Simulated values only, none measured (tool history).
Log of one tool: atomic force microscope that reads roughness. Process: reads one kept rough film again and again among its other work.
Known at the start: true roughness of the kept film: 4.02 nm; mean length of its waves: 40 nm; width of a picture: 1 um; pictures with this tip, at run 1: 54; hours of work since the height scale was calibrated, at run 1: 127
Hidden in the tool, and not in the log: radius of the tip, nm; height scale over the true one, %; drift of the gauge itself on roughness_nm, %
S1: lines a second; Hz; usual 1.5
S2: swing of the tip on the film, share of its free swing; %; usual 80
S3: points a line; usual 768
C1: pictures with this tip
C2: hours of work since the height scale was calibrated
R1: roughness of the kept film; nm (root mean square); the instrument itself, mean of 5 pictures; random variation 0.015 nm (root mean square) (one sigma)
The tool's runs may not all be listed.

run   hour    S1  S2    S3  C1   C2     R1
  1      0   1.5  80   768  54  127  3.196
  2    8.4   1.5  80   768  62  132   3.16
  3     15   1.5  80   768  68  136  3.099
  4   20.9   1.5  80   768  74  140   3.06
  5   27.2   1.5  80   768  80  144  3.021
      30.5  -- new tip fitted
  6   37.8   1.5  80   768   7  151  3.536
  7   45.1   1.5  80   768  14  155  3.452
  8     50   1.5  80   768  19  158  3.452
  9   56.5   1.5  64   768  25  162  3.447
 10   66.7   1.5  80   768  35  169  3.338
 11   76.1  0.58  80   768  44  175  3.323
 12   83.4  0.58  80   768  51  179  3.275
 13   91.7  0.58  80   768  60  185  3.239
 14   99.3  0.58  80   768  67  190  3.196
 15  106.8  0.58  80   768  74  194  3.148
 16  114.5  0.58  80   768  82  199  3.076
       116  -- new tip fitted
 17  122.8   1.5  80   768   7  204  3.535
 18  128.7   1.5  80   768  12  208  3.471
 19  136.8   1.5  80   528  20  213  3.414
 20  145.7   1.5  80   528  29  219  3.356
 21  153.8   1.5  80   528  37  224  3.288
 22  158.2  0.84  78   636  41  227  3.316
 23  167.5   1.1  73  1015  50  232  3.272
 24  175.9  1.19  73   750  58  238  3.211
 25  184.6  1.19  58   943  67  243  3.201
 26  192.3  1.19  58   943  74  248  3.162
     201.2  -- new tip fitted
 27  202.4  1.19  58   943   1  254  3.694
 28  211.9   1.1  74   376  10  260  3.583
 29  221.3   1.5  64   415  19  266  3.507
 30  227.2  3.81  67   444  25  270  3.358
 31  233.2     1  67   444  31  274  3.431
 32    238  2.84  67   621  36  277  3.338
 33  247.7  1.23  83   768  45  283  3.257
 34  255.7   3.3  58   614  53  288  3.259
 35  260.7   3.3  58   614  58  291  3.189
 36  265.3   3.3  58   614  62  294  3.209
 37  272.8   1.5  80   287  69  299  3.089
 38  278.2  0.57  63   406  75  302  3.176
 39  285.5  0.57  63   406  82  307  3.135
       287  -- new tip fitted
 40  291.8  0.57  63   406   5  311  3.644
 41  297.8  0.57  63   406  10  314  3.599

Forecast run 42:
 42  307.3  1.5  58  768  20  320   ?

{"run 42": {"R1": 3.538}}
Without the tool's hidden state the same run would have given R1 3.739 nm (root mean square).

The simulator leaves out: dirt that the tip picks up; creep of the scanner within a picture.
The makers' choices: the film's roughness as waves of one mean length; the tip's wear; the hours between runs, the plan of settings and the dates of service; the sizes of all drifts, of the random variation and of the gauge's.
